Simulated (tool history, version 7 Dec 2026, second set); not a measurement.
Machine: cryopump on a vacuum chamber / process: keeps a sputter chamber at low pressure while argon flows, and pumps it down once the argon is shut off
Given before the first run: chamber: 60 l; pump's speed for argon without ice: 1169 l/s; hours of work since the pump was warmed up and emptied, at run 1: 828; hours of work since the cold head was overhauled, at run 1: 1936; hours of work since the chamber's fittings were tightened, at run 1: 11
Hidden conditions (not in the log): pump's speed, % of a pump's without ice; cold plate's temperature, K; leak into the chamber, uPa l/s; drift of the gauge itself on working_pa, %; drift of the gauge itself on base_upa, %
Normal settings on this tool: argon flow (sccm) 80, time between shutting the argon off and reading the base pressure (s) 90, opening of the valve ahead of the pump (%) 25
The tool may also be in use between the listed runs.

run     day  argon flow (sccm)  time between shutting the argon off and reading the base pressure (s)  opening of the valve ahead of the pump (%)  hours of work since the pump was warmed up and emptied  hours of work since the cold head was overhauled  hours of work since the chamber's fittings were tightened  pressure while argon flows (Pa)  pressure after the wait (uPa)
  1       0                 80                                                                     90                                          25                                                     828                                              1936                                                         11                           0.4948                            1.1
  2   3.246                 80                                                                     21                                          25                                                     890                                              1998                                                         73                           0.4999                           3.87
  3   4.667                 80                                                                     90                                          25                                                     917                                              2025                                                        100                           0.5018                           1.27
  4   6.504                 80                                                                     90                                          28                                                     952                                              2060                                                        135                           0.4482                           1.33
  5   8.183                 80                                                                     90                                          28                                                     984                                              2092                                                        167                           0.4537                           1.38
  6   9.571                 80                                                                     90                                          28                                                    1010                                              2118                                                        193                           0.4544                           1.48
     10.312  -- pump warmed up, emptied and cooled again
  7  12.558                 41                                                                     90                                          28                                                      43                                              2171                                                        246                           0.2145                           1.39
  8  15.042                 80                                                                     90                                          25                                                      90                                              2218                                                        293                           0.4665                           1.44
  9  17.083                 80                                                                     90                                          25                                                     129                                              2257                                                        332                           0.4677                           1.45
 10  19.962                 80                                                                     90                                          25                                                     184                                              2312                                                        387                           0.4662                           1.48
 11  21.842                 80                                                                     90                                          56                                                     219                                              2348                                                        423                            0.215                           1.58
 12  25.167                 73                                                                    192                                          32                                                     283                                              2411                                                        486                           0.3394                           1.21
 13  27.696                159                                                                     28                                          27                                                     331                                              2459                                                        534                           0.8746                           3.51
 14  30.038                159                                                                     28                                          27                                                     375                                              2504                                                        579                           0.8784                           3.52
 15  31.921                159                                                                     28                                          27                                                     411                                              2539                                                        614                            0.874                           3.58
 16  34.562                159                                                                     28                                          27                                                     461                                              2590                                                        665                           0.8906                           3.57
 17  37.758                 54                                                                    100                                          25                                                     522                                              2650                                                        725                           0.3258                           1.97
 18  39.367                110                                                                    100                                          19                                                     553                                              2681                                                        756                           0.8608                           1.99
 19  42.317                 32                                                                     90                                          16                                                     609                                              2737                                                        812                           0.2987                           2.21
 20  44.467                 80                                                                    147                                          25                                                     650                                              2778                                                        853                           0.4854                           1.96
 21  47.333                 80                                                                    147                                          25                                                     704                                              2833                                                        908                           0.4869                           2.08
 22  49.054                 80                                                                    100                                          18                                                     737                                              2865                                                        940                           0.6725                           2.37

Alternative continuations, all from the tool just after run 22; predict every row:
  A  51.467                101                                                                     38                                          25                                                     783                                              2911                                                        986                                ?                              ?
  B  51.467                155                                                                     90                                          25                                                     783                                              2911                                                        986                                ?                              ?
  C  51.467                 43                                                                    100                                          18                                                     783                                              2911                                                        986                                ?                              ?
  D  51.467                 50                                                                    100                                          27                                                     783                                              2911                                                        986                                ?                              ?
  E  51.467                135                                                                     61                                          31                                                     783                                              2911                                                        986                                ?                              ?

run  pressure while argon flows (Pa)  pressure after the wait (uPa)
  A                            0.619                           3.53
  B                           0.9599                           2.48
  C                           0.3629                            2.4
  D                           0.2861                           2.42
  E                           0.6752                           2.88
Without the tool's hidden state the same runs would have given:
run  pressure while argon flows (Pa)  pressure after the wait (uPa)
  A                           0.5813                           2.08
  B                           0.9016                           1.04
  C                           0.3468                           0.97
  D                           0.2674                           0.94
  E                           0.6249                           1.41

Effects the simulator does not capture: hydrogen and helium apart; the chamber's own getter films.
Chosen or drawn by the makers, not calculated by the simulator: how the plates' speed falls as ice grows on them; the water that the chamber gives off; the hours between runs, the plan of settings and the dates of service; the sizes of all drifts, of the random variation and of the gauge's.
